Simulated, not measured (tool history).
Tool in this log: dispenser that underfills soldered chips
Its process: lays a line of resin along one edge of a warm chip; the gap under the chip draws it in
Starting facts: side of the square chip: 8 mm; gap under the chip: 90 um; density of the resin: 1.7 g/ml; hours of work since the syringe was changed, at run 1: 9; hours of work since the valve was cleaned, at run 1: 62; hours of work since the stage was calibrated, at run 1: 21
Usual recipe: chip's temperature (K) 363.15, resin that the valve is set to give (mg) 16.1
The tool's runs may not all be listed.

run    day  chip's temperature (K)  resin that the valve is set to give (mg)  hours of work since the syringe was changed  hours of work since the valve was cleaned  hours of work since the stage was calibrated  time until the resin shows at the far edge (s)  resin that the valve gave (mg)
  1  0.000                  363.15                                      16.1                                            9                                         62                                            21                                           101.3                           15.69
     0.158  -- dispensing valve cleaned and set on the balance
  2  0.208                  363.15                                      16.1                                           11                                          1                                            24                                           115.4                           16.12
     0.254  -- new syringe of resin
  3  0.433                  363.15                                      15.6                                            3                                          4                                            27                                            70.3                           15.60
  4  0.596                  363.15                                      15.6                                            5                                          6                                            29                                            80.2                           15.58
  5  0.846                  363.15                                      15.6                                            9                                         10                                            33                                           101.6                           15.56
     1.083  -- new syringe of resin
  6  1.208                  363.15                                      15.6                                            2                                         15                                            38                                            67.6                           15.53
  7  1.367                  363.15                                      15.6                                            4                                         17                                            40                                            76.4                           15.52
  8  1.558                  370.15                                      16.1                                            7                                         20                                            43                                            74.2                           16.04
  9  1.742                  371.15                                      16.1                                           10                                         23                                            46                                            85.1                           16.00
     1.904  -- new syringe of resin
 10  2.017                  371.15                                      16.1                                            2                                         26                                            50                                            52.7                           15.95
 11  2.162                  371.15                                      16.1                                            4                                         29                                            52                                            60.4                           15.95
 12  2.512                  359.15                                      16.1                                            9                                         34                                            57                                           111.6                           15.85
     2.712  -- new syringe of resin
 13  2.796                  359.15                                      16.1                                            1                                         38                                            61                                            71.0                           15.89
 14  3.050                  359.15                                      16.1                                            5                                         41                                            64                                            88.3                           15.84
 15  3.325                  377.15                                      16.1                                            9                                         45                                            68                                            67.1                           15.87
     3.529  -- new syringe of resin
 16  3.600                  377.15                                      16.1                                            1                                         49                                            72                                            43.0                           15.80
 17  3.883                  363.15                                      17.8                                            5                                         53                                            76                                            82.0                           17.42
 18  4.054                  363.15                                      17.8                                            8                                         56                                            79                                            93.1                           17.42
 19  4.233                  354.15                                      16.3                                           10                                         58                                            81                                           139.6                           15.87
     4.350  -- new syringe of resin
 20  4.388                  363.15                                      19.6                                            1                                         60                                            83                                            61.3                           19.13
 21  4.550                  363.15                                      19.6                                            3                                         63                                            86                                            70.1                           19.11
     4.646  -- dispensing valve cleaned and set on the balance
 22  4.925                  375.15                                      18.4                                            8                                          4                                            91                                            67.0                           18.41
 23  5.092                  375.15                                      17.1                                           10                                          6                                            93                                            75.7                           17.09
     5.208  -- new syringe of resin
 24  5.417                  363.15                                      16.6                                            3                                         11                                            98                                            71.3                           16.55
 25  5.650                  363.15                                      16.6                                            6                                         14                                           101                                            86.8                           16.47
 26  5.838                  355.15                                      18.1                                            9                                         17                                           104                                           128.3                           18.04
     6.029  -- new syringe of resin
 27  6.029                  355.15                                      18.1                                            0                                         20                                           106                                            76.0                           18.01
 28  6.262                  366.15                                      16.1                                            3                                         23                                           110                                            67.7                           15.94
 29  6.412                  363.15                                      18.5                                            6                                         25                                           112                                            82.4                           18.35
 30  6.675                  363.15                                      14.2                                            9                                         29                                           116                                           104.3                           14.07
     6.862  -- new syringe of resin
 31  6.912                  361.15                                      14.3                                            1                                         32                                           119                                            65.9                           14.16
 32  7.154                  368.15                                      17.3                                            4                                         36                                           122                                            64.2                           17.08
 33  7.412                  374.15                                      19.7                                            8                                         40                                           126                                            67.3                           19.42
 34  7.583                  370.15                                      20.2                                           10                                         42                                           129                                            87.4                           19.90

4 ways to go on from here, each from the tool as it stands after run 34. What would each give?
     7.675  -- new syringe of resin
  A  7.758                  350.15                                      14.5                                            1                                         44                                           131                                               ?                               ?
     7.675  -- new syringe of resin
  B  7.758                  370.15                                      19.8                                            1                                         44                                           131                                               ?                               ?
     7.675  -- new syringe of resin
  C  7.758                  364.15                                      20.2                                            1                                         44                                           131                                               ?                               ?
     7.675  -- new syringe of resin
  D  7.758                  351.15                                      16.1                                            1                                         44                                           131                                               ?                               ?

run  time until the resin shows at the far edge (s)  resin that the valve gave (mg)
  A                                            94.7                           14.24
  B                                            51.0                           19.46
  C                                            60.9                           19.83
  D                                            91.3                           15.82
Stripped of hidden state, with their random variation kept, the same runs would have yielded:
run  time until the resin shows at the far edge (s)  resin that the valve gave (mg)
  A                                            89.2                           14.49
  B                                            48.1                           19.79
  C                                            57.6                           20.17
  D                                            86.2                           16.09
